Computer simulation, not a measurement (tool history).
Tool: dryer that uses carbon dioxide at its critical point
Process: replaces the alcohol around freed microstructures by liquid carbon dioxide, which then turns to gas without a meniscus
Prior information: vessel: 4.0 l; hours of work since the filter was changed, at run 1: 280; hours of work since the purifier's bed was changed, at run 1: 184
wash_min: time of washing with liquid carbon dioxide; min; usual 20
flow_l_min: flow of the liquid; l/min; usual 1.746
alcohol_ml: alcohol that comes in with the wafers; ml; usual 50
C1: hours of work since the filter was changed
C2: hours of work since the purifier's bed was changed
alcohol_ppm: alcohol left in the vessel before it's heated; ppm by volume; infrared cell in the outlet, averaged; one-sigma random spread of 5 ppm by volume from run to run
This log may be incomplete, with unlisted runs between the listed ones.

run 1 day=0 | wash_min=20 flow_l_min=1.746 alcohol_ml=50 | C1=280 C2=184 | alcohol_ppm=94
run 2 day=0.596 | wash_min=20 flow_l_min=1.49 alcohol_ml=50 | C1=290 C2=194 | alcohol_ppm=108
run 3 day=1.475 | wash_min=20 flow_l_min=1.49 alcohol_ml=50 | C1=305 C2=209 | alcohol_ppm=109
run 4 day=2.138 | wash_min=20 flow_l_min=1.746 alcohol_ml=112 | C1=316 C2=220 | alcohol_ppm=114
run 5 day=2.808 | wash_min=20 flow_l_min=1.746 alcohol_ml=72 | C1=327 C2=231 | alcohol_ppm=107
run 6 day=3.412 | wash_min=20 flow_l_min=1.18 alcohol_ml=72 | C1=337 C2=241 | alcohol_ppm=177
run 7 day=4.371 | wash_min=20 flow_l_min=1.18 alcohol_ml=72 | C1=353 C2=257 | alcohol_ppm=199
run 8 day=5.029 | wash_min=20 flow_l_min=1.18 alcohol_ml=72 | C1=363 C2=267 | alcohol_ppm=191
run 9 day=5.883 | wash_min=27 flow_l_min=1.746 alcohol_ml=50 | C1=378 C2=282 | alcohol_ppm=133
run 10 day=6.7 | wash_min=27 flow_l_min=1.746 alcohol_ml=50 | C1=391 C2=295 | alcohol_ppm=137
run 11 day=7.433 | wash_min=20 flow_l_min=1.746 alcohol_ml=29 | C1=403 C2=307 | alcohol_ppm=131
run 12 day=8.221 | wash_min=20 flow_l_min=1.746 alcohol_ml=87 | C1=416 C2=320 | alcohol_ppm=152
run 13 day=8.854 | wash_min=20 flow_l_min=1.746 alcohol_ml=87 | C1=427 C2=331 | alcohol_ppm=165
run 14 day=9.808 | wash_min=20 flow_l_min=1.746 alcohol_ml=50 | C1=442 C2=347 | alcohol_ppm=164
run 15 day=10.442 | wash_min=20 flow_l_min=1.746 alcohol_ml=50 | C1=453 C2=357 | alcohol_ppm=171
run 16 day=10.888 | wash_min=20 flow_l_min=1.746 alcohol_ml=89 | C1=460 C2=364 | alcohol_ppm=169
run 17 day=11.667 | wash_min=20 flow_l_min=1.46 alcohol_ml=50 | C1=473 C2=377 | alcohol_ppm=193
run 18 day=12.179 | wash_min=15 flow_l_min=1.746 alcohol_ml=50 | C1=482 C2=386 | alcohol_ppm=193
run 19 day=12.708 | wash_min=20 flow_l_min=1.18 alcohol_ml=50 | C1=490 C2=395 | alcohol_ppm=228
run 20 day=13.438 | wash_min=28 flow_l_min=1.746 alcohol_ml=50 | C1=502 C2=407 | alcohol_ppm=179
run 21 day=14.462 | wash_min=28 flow_l_min=1.746 alcohol_ml=50 | C1=519 C2=424 | alcohol_ppm=196
run 22 day=15.012 | wash_min=20 flow_l_min=1.746 alcohol_ml=50 | C1=529 C2=433 | alcohol_ppm=201
run 23 day=15.733 | wash_min=20 flow_l_min=1.746 alcohol_ml=50 | C1=540 C2=445 | alcohol_ppm=200
-- day=16.008 inlet filter changed
run 24 day=16.738 | wash_min=20 flow_l_min=1.746 alcohol_ml=50 | C1=12 C2=460 | alcohol_ppm=211
run 25 day=17.188 | wash_min=20 flow_l_min=2.64 alcohol_ml=50 | C1=20 C2=468 | alcohol_ppm=220
run 26 day=18.142 | wash_min=13 flow_l_min=1.746 alcohol_ml=70 | C1=35 C2=484 | alcohol_ppm=282
run 27 day=18.862 | wash_min=15 flow_l_min=1.78 alcohol_ml=103 | C1=47 C2=496 | alcohol_ppm=267
run 28 day=19.321 | wash_min=15 flow_l_min=1.78 alcohol_ml=103 | C1=55 C2=503 | alcohol_ppm=271
run 29 day=20.046 | wash_min=15 flow_l_min=1.78 alcohol_ml=103 | C1=67 C2=515 | alcohol_ppm=281
run 30 day=20.667 | wash_min=22 flow_l_min=1.88 alcohol_ml=33 | C1=77 C2=525 | alcohol_ppm=235
run 31 day=21.392 | wash_min=20 flow_l_min=1.91 alcohol_ml=46 | C1=89 C2=537 | alcohol_ppm=252
run 32 day=22.425 | wash_min=28 flow_l_min=1.91 alcohol_ml=70 | C1=106 C2=555 | alcohol_ppm=242
run 33 day=23.467 | wash_min=12 flow_l_min=1.91 alcohol_ml=70 | C1=123 C2=572 | alcohol_ppm=320
run 34 day=24.029 | wash_min=31 flow_l_min=1.33 alcohol_ml=98 | C1=133 C2=581 | alcohol_ppm=248
run 35 day=24.612 | wash_min=31 flow_l_min=1.33 alcohol_ml=98 | C1=142 C2=591 | alcohol_ppm=275
run 36 day=25.092 | wash_min=31 flow_l_min=1.33 alcohol_ml=98 | C1=150 C2=599 | alcohol_ppm=263
run 37 day=26.088 | wash_min=31 flow_l_min=1.746 alcohol_ml=109 | C1=167 C2=615 | alcohol_ppm=277
run 38 day=26.783 | wash_min=21 flow_l_min=2.38 alcohol_ml=76 | C1=178 C2=627 | alcohol_ppm=276
run 39 day=27.688 | wash_min=21 flow_l_min=2.38 alcohol_ml=76 | C1=193 C2=642 | alcohol_ppm=287
-- day=28.058 purifier's bed changed
run 40 day=28.483 | wash_min=20 flow_l_min=1.77 alcohol_ml=40 | C1=204 C2=7 | alcohol_ppm=12
run 41 day=29.446 | wash_min=20 flow_l_min=1.74 alcohol_ml=86 | C1=220 C2=23 | alcohol_ppm=25
run 42 day=30.217 | wash_min=20 flow_l_min=1.74 alcohol_ml=86 | C1=233 C2=36 | alcohol_ppm=24
run 43 day=30.846 | wash_min=20 flow_l_min=2.71 alcohol_ml=86 | C1=243 C2=46 | alcohol_ppm=26
run 44 day=31.358 | wash_min=20 flow_l_min=2.71 alcohol_ml=86 | C1=252 C2=55 | alcohol_ppm=33
run 45 day=32.129 | wash_min=16 flow_l_min=2.16 alcohol_ml=41 | C1=265 C2=67 | alcohol_ppm=40
run 46 day=33.192 | wash_min=30 flow_l_min=2.07 alcohol_ml=51 | C1=282 C2=85 | alcohol_ppm=57
run 47 day=34.088 | wash_min=27 flow_l_min=1.07 alcohol_ml=51 | C1=297 C2=100 | alcohol_ppm=63
run 48 day=34.612 | wash_min=27 flow_l_min=1.07 alcohol_ml=51 | C1=306 C2=108 | alcohol_ppm=73

Subtracting, for every run, the result it would have given without the tool's unlogged condition from the measured result gives the following. The same run-to-run variation enters both numbers; the gauge's scatter may not:
The tool's hidden condition here consists of: flow that reaches the vessel past the clogged filter, %; alcohol in the recycled carbon dioxide, ppm; drift of the gauge itself on alcohol_ppm, %.
run=1 alcohol_ppm=+84
run=2 alcohol_ppm=+91
run=3 alcohol_ppm=+99
run=4 alcohol_ppm=+99
run=5 alcohol_ppm=+104
run=6 alcohol_ppm=+120
run=7 alcohol_ppm=+130
run=8 alcohol_ppm=+132
run=9 alcohol_ppm=+124
run=10 alcohol_ppm=+131
run=11 alcohol_ppm=+131
run=12 alcohol_ppm=+147
run=13 alcohol_ppm=+151
run=14 alcohol_ppm=+154
run=15 alcohol_ppm=+163
run=16 alcohol_ppm=+167
run=17 alcohol_ppm=+178
run=18 alcohol_ppm=+179
run=19 alcohol_ppm=+188
run=20 alcohol_ppm=+179
run=21 alcohol_ppm=+192
run=22 alcohol_ppm=+191
run=23 alcohol_ppm=+199
run=24 alcohol_ppm=+205
run=25 alcohol_ppm=+209
run=26 alcohol_ppm=+214
run=27 alcohol_ppm=+221
run=28 alcohol_ppm=+229
run=29 alcohol_ppm=+234
run=30 alcohol_ppm=+231
run=31 alcohol_ppm=+245
run=32 alcohol_ppm=+242
run=33 alcohol_ppm=+258
run=34 alcohol_ppm=+248
run=35 alcohol_ppm=+256
run=36 alcohol_ppm=+259
run=37 alcohol_ppm=+275
run=38 alcohol_ppm=+276
run=39 alcohol_ppm=+285
run=40 alcohol_ppm=+5
run=41 alcohol_ppm=+14
run=42 alcohol_ppm=+19
run=43 alcohol_ppm=+22
run=44 alcohol_ppm=+26
run=45 alcohol_ppm=+32
run=46 alcohol_ppm=+39
run=47 alcohol_ppm=+49
run=48 alcohol_ppm=+51
